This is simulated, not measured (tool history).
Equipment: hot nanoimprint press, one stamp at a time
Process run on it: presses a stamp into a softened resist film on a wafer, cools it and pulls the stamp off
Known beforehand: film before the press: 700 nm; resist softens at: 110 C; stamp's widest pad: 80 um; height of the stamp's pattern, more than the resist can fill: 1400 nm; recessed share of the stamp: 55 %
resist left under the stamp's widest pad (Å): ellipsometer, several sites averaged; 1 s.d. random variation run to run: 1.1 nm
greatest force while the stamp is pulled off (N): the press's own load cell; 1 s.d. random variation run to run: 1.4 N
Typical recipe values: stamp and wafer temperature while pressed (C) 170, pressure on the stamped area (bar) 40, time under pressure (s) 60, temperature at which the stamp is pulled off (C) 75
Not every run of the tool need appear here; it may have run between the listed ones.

run	hour	stamp and wafer temperature while pressed (C)	pressure on the stamped area (bar)	time under pressure (s)	temperature at which the stamp is pulled off (C)	resist left under the stamp's widest pad (Å)	greatest force while the stamp is pulled off (N)
1	0	170	40	60	75	4062	122
# hour 20.8: plate thermocouple calibrated
# hour 31.4: stamp cleaned and given a new release coat
2	45.2	170	40	60	75	4090	94
3	77.5	170	40	60	75	4117	96
4	106.8	170	40	60	75	4116	98
# hour 125.1: plate thermocouple calibrated, once more
5	144.9	170	40	60	75	4044	98
6	163.5	170	40	60	75	4045	99
7	201.9	170	40	60	75	4049	99
8	230.3	170	40	60	75	4045	104
9	261.3	166	37	75	74	4460	105
10	299	165	60.7	67	81	3848	99
11	327.2	170	63.7	60	64	3275	116
12	360.9	169	40	60	65	4208	115
13	380.2	173	63.2	78	65	2699	121
14	400.3	178	33.5	41	79	3890	106
15	419.3	178	33.5	41	79	3910	106
16	450.9	178	52.4	41	78	3134	109

Below are 4 alternative next runs, each starting from the tool's condition after run 16. Predict each:
A	469.3	178	53	41	72	?	?
B	469.3	182	52.4	41	78	?	?
C	469.3	178	52.4	35	70	?	?
D	469.3	167	40	42	75	?	?

run	resist left under the stamp's widest pad (Å)	greatest force while the stamp is pulled off (N)
A	3117	115
B	2757	106
C	3320	115
D	4914	109
Without the tool's hidden state the same runs would have given:
run	resist left under the stamp's widest pad (Å)	greatest force while the stamp is pulled off (N)
A	3012	97
B	2663	90
C	3211	97
D	4812	92
